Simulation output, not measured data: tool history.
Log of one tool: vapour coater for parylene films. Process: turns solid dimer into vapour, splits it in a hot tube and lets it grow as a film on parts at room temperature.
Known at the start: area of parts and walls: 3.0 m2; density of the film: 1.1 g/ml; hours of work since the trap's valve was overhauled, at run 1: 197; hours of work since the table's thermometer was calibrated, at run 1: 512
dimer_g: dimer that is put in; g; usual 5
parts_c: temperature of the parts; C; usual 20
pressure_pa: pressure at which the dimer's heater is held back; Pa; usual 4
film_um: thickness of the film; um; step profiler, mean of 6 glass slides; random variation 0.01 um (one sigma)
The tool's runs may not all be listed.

run,hour,dimer_g,parts_c,pressure_pa,hours of work since the trap's valve was overhauled,hours of work since the table's thermometer was calibrated,film_um
1,0,5,20,4,197,512,1.1
2,25.8,5,20,4,218,534,1.12
3,53.4,5,20,4,241,556,1.09
4,82,5,20,2.48,264,579,1.14
5,101,5,20,2.48,279,595,1.15
6,112.8,6,20,4,289,605,1.28
7,138.6,5,20,2.93,310,626,1.11
8,157.7,4,20,11.99,326,641,0.74
9,174.7,3,20,11.99,340,655,0.55
10,196.5,5,20,4.73,358,673,1.04

Some steps in film_um between neighbouring runs. How much of each would the tool show without its hidden state too (settings, what came in, random variation), and how much is left for the hidden state, with any gauge scatter that isn't in both results?
The hidden state here: vapour lost through the trap's worn valve, %; true temperature of the parts over the reading, C; drift of the gauge itself on film_um, %.
Run 9 -> 10: dimer_g 3 -> 5, pressure_pa 11.99 -> 4.73. film_um +0.49 um: hidden state -0.04, all else +0.53.
